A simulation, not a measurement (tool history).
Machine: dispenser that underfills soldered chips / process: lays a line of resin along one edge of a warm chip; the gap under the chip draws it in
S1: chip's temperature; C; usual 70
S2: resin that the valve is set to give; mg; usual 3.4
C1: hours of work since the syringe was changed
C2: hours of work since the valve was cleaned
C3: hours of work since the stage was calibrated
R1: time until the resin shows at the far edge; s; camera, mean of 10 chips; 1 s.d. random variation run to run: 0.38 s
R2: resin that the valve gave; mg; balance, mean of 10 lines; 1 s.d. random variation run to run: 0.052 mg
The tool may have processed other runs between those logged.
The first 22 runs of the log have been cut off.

-- day=5.954 new syringe of resin
run 23 day=6.238 | S1=59 S2=3.49 | C1=4 C2=94 C3=212 | R1=50.6 R2=3.21
-- day=6.492 new syringe of resin
run 24 day=6.638 | S1=56 S2=3.87 | C1=2 C2=100 C3=217 | R1=46.3 R2=3.47
run 25 day=6.9 | S1=79 S2=3.12 | C1=6 C2=104 C3=221 | R1=27.9 R2=2.72
-- day=7.008 new syringe of resin
run 26 day=7.175 | S1=69 S2=4.05 | C1=2 C2=108 C3=225 | R1=28.3 R2=3.62
-- day=7.525 new syringe of resin
run 27 day=7.588 | S1=84 S2=3.72 | C1=1 C2=113 C3=231 | R1=12.9 R2=3.27
run 28 day=7.838 | S1=84 S2=4.13 | C1=5 C2=117 C3=235 | R1=18.6 R2=3.52
-- day=8.062 new syringe of resin
run 29 day=8.138 | S1=75 S2=3.4 | C1=1 C2=121 C3=239 | R1=20.2 R2=3.04
run 30 day=8.417 | S1=78 S2=3.54 | C1=5 C2=125 C3=243 | R1=25.1 R2=3.07
-- day=8.604 new syringe of resin
run 31 day=8.854 | S1=78 S2=3.54 | C1=4 C2=132 C3=249 | R1=22.7 R2=3.04
-- day=9.142 new syringe of resin
run 32 day=9.146 | S1=70 S2=3.24 | C1=0 C2=136 C3=253 | R1=21.8 R2=2.89
-- day=9.346 dispensing valve cleaned and set on the balance
run 33 day=9.383 | S1=70 S2=3.74 | C1=3 C2=1 C3=256 | R1=27.4 R2=3.86
-- day=9.708 new syringe of resin
run 34 day=9.829 | S1=77 S2=3.38 | C1=2 C2=7 C3=262 | R1=19.5 R2=3.41
-- day=10.233 new syringe of resin
run 35 day=10.271 | S1=76 S2=4.05 | C1=1 C2=13 C3=269 | R1=18.1 R2=4.04
run 36 day=10.554 | S1=77 S2=4.09 | C1=5 C2=17 C3=273 | R1=25.7 R2=4.03

Below are 3 alternative next runs, each starting from the tool's condition after run 36. Predict each:
-- day=10.742 new syringe of resin
run A day=10.983 | S1=84 S2=4.09 | C1=4 C2=23 C3=279 | R1=? R2=?
-- day=10.742 new syringe of resin
run B day=10.983 | S1=70 S2=3.36 | C1=4 C2=23 C3=279 | R1=? R2=?
-- day=10.742 new syringe of resin
run C day=10.983 | S1=77 S2=4.37 | C1=4 C2=23 C3=279 | R1=? R2=?

run=A R1=17.5 R2=4.01
run=B R1=30.5 R2=3.23
run=C R1=22.5 R2=4.23
The same runs, with their run-to-run variation unchanged, on a tool lacking any hidden condition would have given:
run=A R1=13.3 R2=4.09
run=B R1=23.3 R2=3.3
run=C R1=17.2 R2=4.32

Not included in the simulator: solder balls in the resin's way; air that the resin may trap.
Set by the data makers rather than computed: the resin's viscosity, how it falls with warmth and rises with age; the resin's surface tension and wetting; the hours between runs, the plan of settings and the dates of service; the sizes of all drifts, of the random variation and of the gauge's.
